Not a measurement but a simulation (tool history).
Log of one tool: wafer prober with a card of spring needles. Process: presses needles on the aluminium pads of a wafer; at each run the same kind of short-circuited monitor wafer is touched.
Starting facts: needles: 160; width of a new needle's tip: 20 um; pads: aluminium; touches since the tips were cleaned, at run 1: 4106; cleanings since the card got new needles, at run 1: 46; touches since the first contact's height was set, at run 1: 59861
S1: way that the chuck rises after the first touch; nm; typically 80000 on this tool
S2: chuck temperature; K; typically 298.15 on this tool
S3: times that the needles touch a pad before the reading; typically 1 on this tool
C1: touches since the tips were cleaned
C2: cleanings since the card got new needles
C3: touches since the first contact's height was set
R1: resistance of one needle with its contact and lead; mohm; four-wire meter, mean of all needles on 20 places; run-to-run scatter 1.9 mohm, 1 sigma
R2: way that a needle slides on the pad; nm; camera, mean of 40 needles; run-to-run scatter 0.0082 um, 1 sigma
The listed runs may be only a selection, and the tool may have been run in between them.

run,hour,S1,S2,S3,C1,C2,C3,R1,R2
1,0.0,80000,298.15,1,4106,46,59861,251,13754
# hour 2.1: tips cleaned on abrasive film
2,8.9,80000,298.15,1,1847,47,62270,290,13744
# hour 19.1: tips cleaned on abrasive film
3,28.0,80000,298.15,1,2461,48,67513,234,13749
# hour 35.9: tips cleaned on abrasive film
4,44.4,80000,298.15,1,2332,49,72002,233,13726
# hour 52.3: tips cleaned on abrasive film
5,52.8,80000,298.15,1,153,50,74289,211,13732
# hour 68.8: tips cleaned on abrasive film
6,72.5,82000,298.15,1,1027,51,79677,222,14072
# hour 75.1: height of the first contact set anew
# hour 79.0: tips cleaned on abrasive film, once more
7,90.3,82000,298.15,1,3124,52,4162,238,14169
# hour 96.4: tips cleaned on abrasive film
8,99.5,61000,298.15,1,852,53,6650,227,10530
# hour 112.5: tips cleaned on abrasive film
9,117.7,61000,298.15,1,1427,54,11636,239,10525
# hour 128.7: tips cleaned on abrasive film
10,136.3,80000,298.15,1,2088,55,16737,234,13806
# hour 144.8: tips cleaned on abrasive film
11,154.1,80000,298.15,1,2568,56,21616,234,13809
# hour 161.1: tips cleaned on abrasive film
12,166.0,80000,298.15,1,1339,57,24852,222,13782
# hour 177.3: tips cleaned on abrasive film
13,177.3,80000,298.15,1,0,58,27929,205,13789
14,190.2,80000,298.15,1,3570,58,31499,237,13797
# hour 193.3: tips cleaned on abrasive film
15,203.7,91000,302.15,3,2859,59,35162,213,15683
# hour 209.5: tips cleaned on abrasive film
16,216.5,91000,302.15,3,1913,60,38658,209,15681
# hour 225.6: tips cleaned on abrasive film
17,233.0,91000,302.15,3,2031,61,43174,212,15670
# hour 242.9: tips cleaned on abrasive film
18,244.6,67000,397.15,1,466,62,46355,242,11498
19,256.6,67000,397.15,1,3772,62,49661,278,11499
# hour 259.1: tips cleaned on abrasive film
20,272.1,80000,350.15,2,3574,63,53901,237,13743
# hour 275.7: tips cleaned on abrasive film
21,282.1,67000,303.15,1,1758,64,56621,244,11499
# hour 292.5: tips cleaned on abrasive film
22,293.0,67000,303.15,1,128,65,59586,216,11482
23,304.6,67000,332.15,1,3333,65,62791,265,11486
# hour 308.6: tips cleaned on abrasive film
24,320.0,67000,332.15,1,3140,66,66999,265,11466
# hour 325.4: tips cleaned on abrasive film
25,328.1,73000,301.15,2,746,67,69194,213,12494
26,338.6,73000,301.15,2,3646,67,72094,232,12509
# hour 342.2: tips cleaned on abrasive film
# hour 358.7: tips cleaned on abrasive film
27,358.7,62000,318.15,1,0,69,77558,217,10592

Selected run-to-run steps in R1, each split into two signed amounts: the part the tool would show with no hidden state at all (from settings, incoming material and random variation), and the remainder, which goes to the hidden state together with any gauge scatter not common to the measured and the hidden-state-free results:
Hidden state at play: debris on the tips, nm; way that the needles fall short of the set height, um; tips' diameter, um; drift of the gauge itself on contact_mohm, %; drift of the gauge itself on scrub_um, %.
Run 2 -> 3: tips cleaned on abrasive film. R1 -56 mohm: hidden state -54, all else -2.
Run 22 -> 23: S2 303.15 -> 332.15. R1 +49 mohm: hidden state +46, all else +3.
Run 24 -> 25: S1 67000 -> 73000, S2 332.15 -> 301.15, S3 1 -> 2, tips cleaned on abrasive film. R1 -52 mohm: hidden state -46, all else -6.
